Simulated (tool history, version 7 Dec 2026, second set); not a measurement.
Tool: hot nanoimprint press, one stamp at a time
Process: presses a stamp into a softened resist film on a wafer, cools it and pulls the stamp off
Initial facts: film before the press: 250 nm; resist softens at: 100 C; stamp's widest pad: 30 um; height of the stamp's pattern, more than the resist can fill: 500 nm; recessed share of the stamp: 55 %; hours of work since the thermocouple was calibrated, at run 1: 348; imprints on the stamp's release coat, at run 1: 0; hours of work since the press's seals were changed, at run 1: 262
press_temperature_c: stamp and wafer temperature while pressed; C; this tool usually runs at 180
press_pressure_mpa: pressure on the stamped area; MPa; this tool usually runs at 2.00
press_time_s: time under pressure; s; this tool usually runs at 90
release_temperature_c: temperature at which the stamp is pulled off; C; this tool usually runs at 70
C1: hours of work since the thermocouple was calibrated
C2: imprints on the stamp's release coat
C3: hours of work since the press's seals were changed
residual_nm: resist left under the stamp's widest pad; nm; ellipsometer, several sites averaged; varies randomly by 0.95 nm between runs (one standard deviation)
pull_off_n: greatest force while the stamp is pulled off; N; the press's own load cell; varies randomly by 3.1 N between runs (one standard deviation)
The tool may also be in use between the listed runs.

{"run": 1, "day": 0.0, "press_temperature_c": 180, "press_pressure_mpa": 2.0, "press_time_s": 90, "release_temperature_c": 70, "C1": 348, "C2": 0, "C3": 262, "residual_nm": 134.1, "pull_off_n": 206}
{"run": 2, "day": 1.254, "press_temperature_c": 180, "press_pressure_mpa": 2.0, "press_time_s": 90, "release_temperature_c": 70, "C1": 361, "C2": 55, "C3": 275, "residual_nm": 134.6, "pull_off_n": 206}
{"run": 3, "day": 2.229, "press_temperature_c": 180, "press_pressure_mpa": 2.0, "press_time_s": 90, "release_temperature_c": 70, "C1": 371, "C2": 98, "C3": 285, "residual_nm": 134.3, "pull_off_n": 212}
{"run": 4, "day": 3.054, "press_temperature_c": 180, "press_pressure_mpa": 2.0, "press_time_s": 90, "release_temperature_c": 70, "C1": 379, "C2": 135, "C3": 293, "residual_nm": 132.2, "pull_off_n": 207}
{"run": 5, "day": 4.079, "press_temperature_c": 180, "press_pressure_mpa": 2.0, "press_time_s": 90, "release_temperature_c": 70, "C1": 389, "C2": 180, "C3": 304, "residual_nm": 132.7, "pull_off_n": 209}
{"run": 6, "day": 5.104, "press_temperature_c": 180, "press_pressure_mpa": 2.0, "press_time_s": 153, "release_temperature_c": 70, "C1": 400, "C2": 225, "C3": 314, "residual_nm": 109.5, "pull_off_n": 204}
{"run": 7, "day": 5.792, "press_temperature_c": 180, "press_pressure_mpa": 2.0, "press_time_s": 153, "release_temperature_c": 70, "C1": 407, "C2": 255, "C3": 321, "residual_nm": 109.7, "pull_off_n": 204}
{"run": 8, "day": 6.762, "press_temperature_c": 180, "press_pressure_mpa": 2.0, "press_time_s": 153, "release_temperature_c": 70, "C1": 417, "C2": 298, "C3": 331, "residual_nm": 109.3, "pull_off_n": 210}
{"run": 9, "day": 7.775, "press_temperature_c": 180, "press_pressure_mpa": 2.0, "press_time_s": 153, "release_temperature_c": 60, "C1": 427, "C2": 343, "C3": 341, "residual_nm": 108.3, "pull_off_n": 241}
{"run": 10, "day": 8.358, "press_temperature_c": 180, "press_pressure_mpa": 2.0, "press_time_s": 153, "release_temperature_c": 69, "C1": 433, "C2": 368, "C3": 347, "residual_nm": 109.9, "pull_off_n": 216}
{"run": 11, "day": 8.958, "press_temperature_c": 180, "press_pressure_mpa": 2.0, "press_time_s": 153, "release_temperature_c": 69, "C1": 439, "C2": 395, "C3": 353, "residual_nm": 111.1, "pull_off_n": 213}
{"run": 12, "day": 9.912, "press_temperature_c": 180, "press_pressure_mpa": 2.0, "press_time_s": 153, "release_temperature_c": 69, "C1": 449, "C2": 437, "C3": 363, "residual_nm": 110.3, "pull_off_n": 216}
{"run": 13, "day": 11.096, "press_temperature_c": 180, "press_pressure_mpa": 2.0, "press_time_s": 90, "release_temperature_c": 70, "C1": 461, "C2": 489, "C3": 375, "residual_nm": 133.2, "pull_off_n": 206}
{"run": 14, "day": 11.738, "press_temperature_c": 180, "press_pressure_mpa": 2.0, "press_time_s": 61, "release_temperature_c": 70, "C1": 467, "C2": 517, "C3": 382, "residual_nm": 155.0, "pull_off_n": 211}
{"run": 15, "day": 12.671, "press_temperature_c": 180, "press_pressure_mpa": 2.0, "press_time_s": 61, "release_temperature_c": 70, "C1": 477, "C2": 559, "C3": 391, "residual_nm": 152.8, "pull_off_n": 206}
{"run": 16, "day": 13.696, "press_temperature_c": 180, "press_pressure_mpa": 2.0, "press_time_s": 90, "release_temperature_c": 70, "C1": 487, "C2": 604, "C3": 401, "residual_nm": 136.2, "pull_off_n": 209}
{"run": 17, "day": 14.421, "press_temperature_c": 180, "press_pressure_mpa": 3.2, "press_time_s": 90, "release_temperature_c": 70, "C1": 494, "C2": 636, "C3": 409, "residual_nm": 112.2, "pull_off_n": 209}
{"run": 18, "day": 15.167, "press_temperature_c": 180, "press_pressure_mpa": 1.36, "press_time_s": 45, "release_temperature_c": 70, "C1": 502, "C2": 669, "C3": 416, "residual_nm": 184.7, "pull_off_n": 207}
{"day": 15.946, "done": "stamp cleaned and given a new release coat"}
{"run": 19, "day": 16.696, "press_temperature_c": 188, "press_pressure_mpa": 1.89, "press_time_s": 75, "release_temperature_c": 75, "C1": 515, "C2": 33, "C3": 429, "residual_nm": 115.5, "pull_off_n": 191}
{"run": 20, "day": 17.896, "press_temperature_c": 188, "press_pressure_mpa": 1.89, "press_time_s": 75, "release_temperature_c": 58, "C1": 527, "C2": 86, "C3": 442, "residual_nm": 113.5, "pull_off_n": 249}
{"run": 21, "day": 18.454, "press_temperature_c": 190, "press_pressure_mpa": 3.13, "press_time_s": 61, "release_temperature_c": 59, "C1": 533, "C2": 111, "C3": 447, "residual_nm": 95.7, "pull_off_n": 249}
{"run": 22, "day": 19.238, "press_temperature_c": 190, "press_pressure_mpa": 3.13, "press_time_s": 61, "release_temperature_c": 59, "C1": 541, "C2": 145, "C3": 455, "residual_nm": 93.6, "pull_off_n": 246}
{"run": 23, "day": 19.954, "press_temperature_c": 190, "press_pressure_mpa": 3.13, "press_time_s": 61, "release_temperature_c": 59, "C1": 548, "C2": 177, "C3": 462, "residual_nm": 95.1, "pull_off_n": 242}
{"run": 24, "day": 21.162, "press_temperature_c": 173, "press_pressure_mpa": 1.6, "press_time_s": 61, "release_temperature_c": 59, "C1": 560, "C2": 230, "C3": 475, "residual_nm": 191.8, "pull_off_n": 244}
{"run": 25, "day": 22.275, "press_temperature_c": 173, "press_pressure_mpa": 1.6, "press_time_s": 61, "release_temperature_c": 59, "C1": 572, "C2": 279, "C3": 486, "residual_nm": 190.9, "pull_off_n": 244}
{"day": 23.221, "done": "plate thermocouple calibrated"}
{"run": 26, "day": 23.408, "press_temperature_c": 173, "press_pressure_mpa": 1.6, "press_time_s": 61, "release_temperature_c": 59, "C1": 2, "C2": 324, "C3": 496, "residual_nm": 192.9, "pull_off_n": 248}
{"run": 27, "day": 24.254, "press_temperature_c": 171, "press_pressure_mpa": 2.68, "press_time_s": 109, "release_temperature_c": 57, "C1": 11, "C2": 361, "C3": 505, "residual_nm": 152.1, "pull_off_n": 259}
{"run": 28, "day": 24.867, "press_temperature_c": 171, "press_pressure_mpa": 2.68, "press_time_s": 109, "release_temperature_c": 57, "C1": 17, "C2": 388, "C3": 511, "residual_nm": 154.4, "pull_off_n": 254}
{"run": 29, "day": 26.079, "press_temperature_c": 171, "press_pressure_mpa": 2.68, "press_time_s": 109, "release_temperature_c": 57, "C1": 29, "C2": 441, "C3": 523, "residual_nm": 152.6, "pull_off_n": 255}

How the hidden state differs across the entries between the runs, from the last listed run before each to the first after it:
After run 18, before run 19: stamp cleaned and given a new release coat (day 15.946)
  true temperature over the reading, C: -0.06 -> -0.07; pressure that arrives at the usual setting, %: 99.97 -> 99.96; grip of the stamp's worn release coat, % over a new coat's: 0.4 -> 0
After run 25, before run 26: plate thermocouple calibrated (day 23.221)
  true temperature over the reading, C: -0.07 -> -0.01; grip of the stamp's worn release coat, % over a new coat's: 0.1 -> 0.2

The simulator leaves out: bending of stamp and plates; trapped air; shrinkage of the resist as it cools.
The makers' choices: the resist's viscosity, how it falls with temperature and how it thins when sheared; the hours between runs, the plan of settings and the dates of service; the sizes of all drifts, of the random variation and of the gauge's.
